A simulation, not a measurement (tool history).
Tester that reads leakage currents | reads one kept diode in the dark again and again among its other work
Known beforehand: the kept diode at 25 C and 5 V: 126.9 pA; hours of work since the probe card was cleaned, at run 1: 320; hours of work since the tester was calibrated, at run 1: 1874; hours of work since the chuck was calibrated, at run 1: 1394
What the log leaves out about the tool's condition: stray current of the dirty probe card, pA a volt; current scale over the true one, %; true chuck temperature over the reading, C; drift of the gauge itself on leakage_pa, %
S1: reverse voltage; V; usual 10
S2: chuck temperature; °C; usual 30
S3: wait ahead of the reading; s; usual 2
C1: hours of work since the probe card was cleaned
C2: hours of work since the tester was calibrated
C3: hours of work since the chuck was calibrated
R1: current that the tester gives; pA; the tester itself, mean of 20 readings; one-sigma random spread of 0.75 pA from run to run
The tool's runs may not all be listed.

Run 1, hour 0: usual settings; C1 320; C2 1874; C3 1394. Result: R1 223.32 pA.
At hour 196.2: chuck's temperature calibrated.
Run 2, hour 251.8: usual settings; C1 479; C2 2033; C3 35. Result: R1 252.19 pA.
Run 3, hour 414.9: usual settings; C1 583; C2 2137; C3 139. Result: R1 249.28 pA.
Run 4, hour 622.3: usual settings; C1 715; C2 2269; C3 271. Result: R1 249.97 pA.
Run 5, hour 770.1: usual settings; C1 809; C2 2363; C3 365. Result: R1 248.67 pA.
Run 6, hour 1021.8: usual settings; C1 969; C2 2524; C3 526. Result: R1 248.69 pA.
Run 7, hour 1230.7: usual settings; C1 1102; C2 2657; C3 659. Result: R1 247.46 pA.
Run 8, hour 1381.5: usual settings; C1 1198; C2 2753; C3 755. Result: R1 243.73 pA.
Run 9, hour 1515.2: usual settings; C1 1283; C2 2838; C3 840. Result: R1 244.65 pA.
At hour 1653.4: probe card cleaned and baked.
Run 10, hour 1653.4: usual settings; C1 0; C2 2924; C3 926. Result: R1 225.92 pA.
Run 11, hour 1843.8: usual settings; C1 121; C2 3045; C3 1047. Result: R1 226.82 pA.
Run 12, hour 1994: usual settings; C1 217; C2 3141; C3 1143. Result: R1 225.49 pA.
Run 13, hour 2165.1: usual settings but S1 7.1 V, S2 43 °C, S3 0.5 s; C1 326; C2 3250; C3 1252. Result: R1 608.68 pA.
Run 14, hour 2395.5: usual settings but S1 1 V, S2 43 °C, S3 0.5 s; C1 472; C2 3396; C3 1398. Result: R1 322.2 pA.
At hour 2586.2: chuck's temperature calibrated.
Run 15, hour 2606.6: usual settings but S1 8.1 V, S2 24 °C, S3 0.61 s; C1 606; C2 3529; C3 13. Result: R1 138.21 pA.
Run 16, hour 2715.4: usual settings but S1 15.3 V, S2 34 °C; C1 675; C2 3599; C3 82. Result: R1 402.42 pA.
Run 17, hour 2905.6: usual settings but S1 13.1 V, S2 57 °C, S3 6.78 s; C1 796; C2 3720; C3 203. Result: R1 2338.96 pA.
Run 18, hour 3030.5: usual settings but S1 13.1 V, S2 58 °C, S3 6.05 s; C1 875; C2 3799; C3 283. Result: R1 2482.68 pA.
Run 19, hour 3206.1: usual settings but S1 2.4 V, S3 5.03 s; C1 987; C2 3911; C3 395. Result: R1 151.54 pA.
Run 20, hour 3424.9: usual settings but S1 1.5 V, S2 48 °C, S3 5.03 s; C1 1127; C2 4050; C3 534. Result: R1 571.81 pA.
Run 21, hour 3560.7: usual settings but S1 3.5 V, S2 22 °C, S3 0.62 s; C1 1213; C2 4137; C3 620. Result: R1 84.6 pA.
Run 22, hour 3736.2: usual settings but S1 3.5 V, S2 22 °C, S3 0.62 s; C1 1325; C2 4248; C3 732. Result: R1 84.54 pA.

Across each entry between runs, compare the hidden state at the last listed run before it with the hidden state at the first listed run after it:
Between runs 1 and 2: chuck's temperature calibrated (hour 196.2)
  stray current of the dirty probe card, pA a volt: 0.375 -> 0.57; current scale over the true one, %: -0.75 -> -0.82; true chuck temperature over the reading, C: -1.31 -> 0.02
  difference, measured minus the result without the unlogged condition, R1: -25.29 -> +3.93 pA
Between runs 9 and 10: probe card cleaned and baked (hour 1653.4)
  stray current of the dirty probe card, pA a volt: 1.568 -> 0.024; current scale over the true one, %: -1.18 -> -1.22; true chuck temperature over the reading, C: -0.76 -> -0.85
  difference, measured minus the result without the unlogged condition, R1: -3.65 -> -20.52 pA
Between runs 14 and 15: chuck's temperature calibrated (hour 2586.2)
  stray current of the dirty probe card, pA a volt: 0.609 -> 0.767; current scale over the true one, %: -1.42 -> -1.48; true chuck temperature over the reading, C: -1.31 -> -0.11
  difference, measured minus the result without the unlogged condition, R1: -40.81 -> +2.56 pA

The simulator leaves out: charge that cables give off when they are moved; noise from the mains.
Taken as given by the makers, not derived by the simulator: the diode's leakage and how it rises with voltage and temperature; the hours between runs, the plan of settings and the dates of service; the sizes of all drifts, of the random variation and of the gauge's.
